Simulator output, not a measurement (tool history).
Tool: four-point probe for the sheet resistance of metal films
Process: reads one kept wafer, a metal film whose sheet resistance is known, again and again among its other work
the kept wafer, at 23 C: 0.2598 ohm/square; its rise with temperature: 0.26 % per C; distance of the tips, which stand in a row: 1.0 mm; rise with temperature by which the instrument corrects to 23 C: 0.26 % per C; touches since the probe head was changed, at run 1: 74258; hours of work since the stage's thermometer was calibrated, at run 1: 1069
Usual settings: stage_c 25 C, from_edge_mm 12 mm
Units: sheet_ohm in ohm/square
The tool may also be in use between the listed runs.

run	day	stage_c	from_edge_mm	touches since the probe head was changed	hours of work since the stage's thermometer was calibrated	sheet_ohm
1	0.000	25	12	74258	1069	0.261613
2	4.767	25	12	76217	1117	0.261527
3	7.571	25	12	77368	1145	0.261507
4	12.042	25	12	79206	1190	0.261489
5	14.488	25	12	80210	1215	0.261520
6	18.500	25	12	81860	1256	0.261417
7	21.271	25	12	82997	1284	0.261395
8	24.662	25	12	84391	1318	0.261429
9	26.817	25	12	85277	1340	0.261358
# day 29.088: stage's thermometer calibrated
10	31.742	25	12	87292	27	0.261170
11	36.775	25	12	89360	78	0.261066
12	40.392	25	12	90845	114	0.261027
13	42.967	25	63	91904	140	0.260216
# day 45.738: stage's thermometer calibrated, once more
14	47.579	32	12	93790	19	0.261543
15	50.333	31	12	94923	46	0.261519
16	52.758	31	12	95919	71	0.261543
17	54.850	25	12	96778	92	0.261676
18	57.375	25	12	97816	118	0.261578
19	59.867	25	12	98840	143	0.261591
20	63.821	25	12	100464	183	0.261588
21	67.950	26	12	102161	224	0.261473
22	70.067	26	12	103030	246	0.261575
23	72.650	26	12	104092	272	0.261461
24	75.242	34	4	105156	298	0.268822
25	79.362	34	4	106850	340	0.268849
26	82.229	34	4	108028	369	0.268785
27	85.592	33	14	109409	403	0.261009
28	90.129	25	21	111275	449	0.260848
29	93.950	27	12	112845	487	0.261256
30	96.604	20	22	113934	514	0.260721
31	100.488	30	10	115531	553	0.261548
32	103.167	33	4	116631	580	0.268687
33	105.975	25	11	117785	609	0.261495
34	110.575	25	4	119675	655	0.268735
35	115.404	19	8	121658	704	0.262437
36	117.821	21	5	122652	728	0.265830
37	121.279	21	5	124073	763	0.265784
38	125.117	25	7	125650	802	0.262984
39	127.938	25	27	126808	831	0.260344
40	132.758	22	3	128790	879	0.274834
41	135.892	22	3	130077	911	0.274802
42	140.875	19	10	132125	961	0.261509
43	144.358	21	3	133556	997	0.274609
44	147.100	19	16	134683	1024	0.260689

4 ways to go on from here, each from the tool as it stands after run 44. What would each give?
A	149.458	19	9	135651	1048	?
B	149.458	35	20	135651	1048	?
C	149.458	29	8	135651	1048	?
D	149.458	25	57	135651	1048	?

run	sheet_ohm
A	0.261785
B	0.260171
C	0.262099
D	0.260048
Without the tool's hidden state the same runs would have given:
run	sheet_ohm
A	0.261575
B	0.259950
C	0.261881
D	0.259834
